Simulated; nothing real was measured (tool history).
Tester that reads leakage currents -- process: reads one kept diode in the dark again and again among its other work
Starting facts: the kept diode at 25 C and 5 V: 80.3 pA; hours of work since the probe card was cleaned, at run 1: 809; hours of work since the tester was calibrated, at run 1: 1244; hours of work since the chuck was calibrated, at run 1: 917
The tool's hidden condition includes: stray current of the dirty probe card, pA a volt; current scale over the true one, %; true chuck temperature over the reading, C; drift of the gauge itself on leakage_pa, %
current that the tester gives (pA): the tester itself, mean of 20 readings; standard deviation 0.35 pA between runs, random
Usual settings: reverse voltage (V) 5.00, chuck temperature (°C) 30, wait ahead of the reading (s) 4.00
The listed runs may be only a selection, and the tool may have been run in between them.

| run | hour | reverse voltage (V) | chuck temperature (°C) | wait ahead of the reading (s) | hours of work since the probe card was cleaned | hours of work since the tester was calibrated | hours of work since the chuck was calibrated | current that the tester gives (pA) |
|---|---|---|---|---|---|---|---|---|
| 1 | 0.0 | 5.00 | 30 | 4.00 | 809 | 1244 | 917 | 126.83 |
| 2 | 46.8 | 5.00 | 30 | 4.00 | 842 | 1277 | 950 | 127.13 |
| 3 | 137.4 | 5.00 | 30 | 4.00 | 908 | 1342 | 1015 | 128.30 |
| 4 | 228.0 | 5.00 | 30 | 4.00 | 973 | 1408 | 1080 | 128.99 |
| 5 | 311.7 | 5.00 | 30 | 4.00 | 1033 | 1468 | 1140 | 129.71 |
| 6 | 397.4 | 10.96 | 30 | 4.00 | 1094 | 1529 | 1202 | 191.12 |
| 7 | 469.4 | 10.96 | 30 | 7.19 | 1146 | 1581 | 1254 | 191.34 |
| 8 | 569.2 | 10.96 | 30 | 7.19 | 1217 | 1652 | 1325 | 194.11 |
| 9 | 639.4 | 10.96 | 30 | 7.19 | 1268 | 1703 | 1376 | 194.86 |
| 10 | 703.7 | 1.32 | 30 | 7.19 | 1314 | 1749 | 1422 | 71.67 |
|  | 738.0 | chuck's temperature calibrated |
| 11 | 798.9 | 5.00 | 29 | 4.00 | 1381 | 1816 | 44 | 118.32 |
| 12 | 841.8 | 5.00 | 29 | 4.00 | 1412 | 1847 | 74 | 119.55 |
| 13 | 902.4 | 5.00 | 49 | 4.00 | 1455 | 1890 | 118 | 425.83 |
|  | 952.1 | probe card cleaned and baked |
| 14 | 985.5 | 1.11 | 30 | 4.00 | 24 | 1948 | 175 | 60.67 |
| 15 | 1028.1 | 1.11 | 30 | 4.00 | 55 | 1978 | 206 | 60.32 |
| 16 | 1121.6 | 1.11 | 30 | 4.00 | 122 | 2045 | 273 | 61.22 |
| 17 | 1168.1 | 1.11 | 30 | 4.00 | 155 | 2079 | 307 | 61.11 |
| 18 | 1266.0 | 13.90 | 35 | 4.00 | 225 | 2149 | 377 | 270.47 |
| 19 | 1325.0 | 3.46 | 56 | 4.00 | 268 | 2191 | 419 | 549.27 |
| 20 | 1430.0 | 7.70 | 41 | 7.74 | 343 | 2267 | 495 | 311.28 |
| 21 | 1518.2 | 7.70 | 41 | 7.74 | 406 | 2330 | 558 | 312.33 |
| 22 | 1606.4 | 5.00 | 42 | 4.00 | 470 | 2393 | 621 | 275.44 |
| 23 | 1650.7 | 5.00 | 54 | 4.00 | 501 | 2425 | 653 | 580.09 |
| 24 | 1694.8 | 5.00 | 54 | 4.00 | 533 | 2457 | 685 | 584.24 |
| 25 | 1781.8 | 3.72 | 22 | 6.74 | 596 | 2519 | 747 | 63.04 |
|  | 1847.5 | tester calibrated |
| 26 | 1853.5 | 3.72 | 22 | 6.74 | 646 | 4 | 797 | 62.70 |
| 27 | 1958.9 | 4.86 | 57 | 0.32 | 721 | 80 | 873 | 692.41 |
| 28 | 2030.7 | 2.40 | 33 | 6.60 | 773 | 132 | 924 | 110.58 |
| 29 | 2101.4 | 2.40 | 33 | 6.60 | 824 | 182 | 975 | 111.61 |
| 30 | 2204.8 | 4.24 | 33 | 0.37 | 898 | 257 | 1049 | 145.84 |
| 31 | 2266.1 | 4.00 | 22 | 0.34 | 942 | 301 | 1093 | 68.24 |
| 32 | 2334.2 | 5.51 | 30 | 0.38 | 991 | 349 | 1142 | 136.70 |

3 ways to go on from here, each from the tool as it stands after run 32. What would each give?
| A | 2388.0 | 10.02 | 38 | 0.38 | 1029 | 388 | 1181 | ? |
| B | 2388.0 | 16.13 | 30 | 0.37 | 1029 | 388 | 1181 | ? |
| C | 2388.0 | 5.00 | 48 | 4.00 | 1029 | 388 | 1181 | ? |

| run | current that the tester gives (pA) |
|---|---|
| A | 305.63 |
| B | 231.13 |
| C | 412.54 |
What these runs would have given with no unlogged condition in the tool:
| run | current that the tester gives (pA) |
|---|---|
| A | 273.06 |
| B | 194.92 |
| C | 381.02 |
